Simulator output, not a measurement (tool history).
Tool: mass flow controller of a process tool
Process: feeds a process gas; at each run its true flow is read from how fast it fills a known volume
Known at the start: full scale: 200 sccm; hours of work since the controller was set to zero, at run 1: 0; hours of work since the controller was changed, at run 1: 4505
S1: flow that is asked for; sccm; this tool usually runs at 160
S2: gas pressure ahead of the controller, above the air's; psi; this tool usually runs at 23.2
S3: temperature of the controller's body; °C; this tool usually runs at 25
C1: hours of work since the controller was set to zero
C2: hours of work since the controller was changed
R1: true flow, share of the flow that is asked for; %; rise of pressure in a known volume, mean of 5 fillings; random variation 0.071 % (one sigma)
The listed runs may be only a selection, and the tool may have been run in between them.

run,hour,S1,S2,S3,C1,C2,R1
1,0.0,160,23.2,25,0,4505,96.22
2,358.5,160,28.9,25,213,4718,95.87
3,651.3,196,23.2,25,387,4892,96.16
4,916.4,196,23.2,25,544,5050,96.08
5,1149.6,171,23.2,25,683,5188,95.67
# hour 1173.4: controller's zero set anew
6,1315.5,160,20.6,25,84,5286,95.41
7,1713.8,32,23.2,25,321,5523,92.20
8,1907.0,160,23.6,25,436,5638,94.97
9,2169.3,176,39.3,32,592,5794,95.34
10,2356.8,98,23.2,24,703,5905,93.56
# hour 2499.6: controller exchanged for a calibrated one
# hour 2604.9: controller's zero set anew, once more
11,2662.8,30,39.2,35,34,97,98.82
12,2868.8,99,24.7,38,157,219,100.25
13,3045.3,99,24.7,26,262,324,99.02

What differs in the tool's unlogged condition from the final listed run ahead of each entry between runs to the first listed run following it?
Between runs 5 and 6: controller's zero set anew (hour 1173.4)
  flow at rest that the sensor doesn't see, % of full scale: -0.127 -> -0.229; true flow over the shown one, %: -4.06 -> -4.14
  difference, measured minus the result without the unlogged condition, R1: -4.21 -> -4.42 %
Between runs 10 and 11: controller exchanged for a calibrated one (hour 2499.6); controller's zero set anew, once more (hour 2604.9)
  flow at rest that the sensor doesn't see, % of full scale: -0.337 -> -0.025; true flow over the shown one, %: -4.63 -> 0.09
  difference, measured minus the result without the unlogged condition, R1: -5.32 -> -0.08 %

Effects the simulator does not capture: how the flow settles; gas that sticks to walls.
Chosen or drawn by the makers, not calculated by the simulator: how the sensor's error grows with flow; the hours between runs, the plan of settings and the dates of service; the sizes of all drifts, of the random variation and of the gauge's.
